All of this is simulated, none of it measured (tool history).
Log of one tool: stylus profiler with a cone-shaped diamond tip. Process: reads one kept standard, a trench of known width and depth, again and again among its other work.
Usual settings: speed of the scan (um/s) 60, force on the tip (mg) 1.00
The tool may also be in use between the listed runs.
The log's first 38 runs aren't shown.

run   hour  speed of the scan (um/s)  force on the tip (mg)  depth of the trench (nm)  width of the trench's floor (µm)
 39  840.4                        81                   1.24                    202.33                             27.57
 40  853.3                        81                   1.24                    202.42                             27.54
 41  871.9                        81                   1.24                    202.29                             27.51
 42  885.8                        84                   1.06                    202.08                             27.45
 43  898.4                        84                   1.66                    202.58                             27.52
 44  914.1                        84                   1.66                    202.75                             27.54
 45  944.7                        18                   0.43                    201.39                             27.64
 46  961.2                        47                   1.00                    202.12                             27.54

3 ways to go on from here, each from the tool as it stands after run 46. What would each give?
  A  990.0                        47                   2.86                         ?                                 ?
  B  990.0                        34                   1.00                         ?                                 ?
  C  990.0                       197                   0.50                         ?                                 ?

run  depth of the trench (nm)  width of the trench's floor (µm)
  A                    203.56                             27.60
  B                    202.21                             27.60
  C                    201.59                             26.90
Without the tool's hidden state the same runs would have given:
run  depth of the trench (nm)  width of the trench's floor (µm)
  A                    203.05                             28.16
  B                    201.70                             28.16
  C                    201.08                             27.45
